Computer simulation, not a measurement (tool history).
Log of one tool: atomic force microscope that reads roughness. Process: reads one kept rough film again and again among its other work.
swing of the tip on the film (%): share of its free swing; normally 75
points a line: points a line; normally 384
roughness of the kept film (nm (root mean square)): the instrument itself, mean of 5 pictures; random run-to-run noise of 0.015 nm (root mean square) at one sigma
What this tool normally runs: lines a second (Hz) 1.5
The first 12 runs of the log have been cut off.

run   hour  lines a second (Hz)  swing of the tip on the film (%)  points a line  roughness of the kept film (nm (root mean square))
 13   91.6                 2.54                                75            384                                               3.182
      99.6  -- new tip fitted
 14  100.8                  1.5                                75            384                                               3.514
 15  105.5                  1.5                                75            384                                               3.547
 16  112.4                  1.5                                75            384                                               3.515
 17  119.2                  1.5                                75            429                                               3.542
     123.1  -- height scale calibrated on a step standard, once more
 18  129.1                 1.85                                62            663                                               3.632
 19  133.9                 1.85                                62            663                                               3.641
 20  138.2                 2.24                                78            375                                               3.256
 21  142.4                 2.24                                78            375                                               3.244
 22    148                  1.5                                89            384                                               3.165
 23  153.2                  1.5                                89            384                                               3.177
 24  162.3                 3.87                                89            949                                                2.49
 25  171.1                 1.52                                71            324                                               3.509
 26    178                 0.91                                77            324                                               3.574
 27  183.4                 0.91                                77            324                                               3.582
 28  193.1                  0.7                                81            277                                               3.556
 29  198.3                  1.5                                67            336                                               3.546
 30  205.3                  1.5                                67            336                                                3.52
 31    211                  1.5                                67            336                                               3.533
 32  215.9                  1.5                                67            357                                                3.57

Branching from run 32: 4 alternative next runs. What would each branch give?
  A  222.8                  1.5                                64            273                                                   ?
  B  222.8                 1.52                                75            285                                                   ?
  C  222.8                 2.63                                75            384                                                   ?
  D  222.8                 2.74                                67            357                                                   ?

run  roughness of the kept film (nm (root mean square))
  A                                               3.551
  B                                               3.421
  C                                               3.186
  D                                               3.359
With the hidden condition removed and each run's random variation left untouched, the same runs would have given:
run  roughness of the kept film (nm (root mean square))
  A                                               3.679
  B                                               3.544
  C                                               3.301
  D                                                3.48
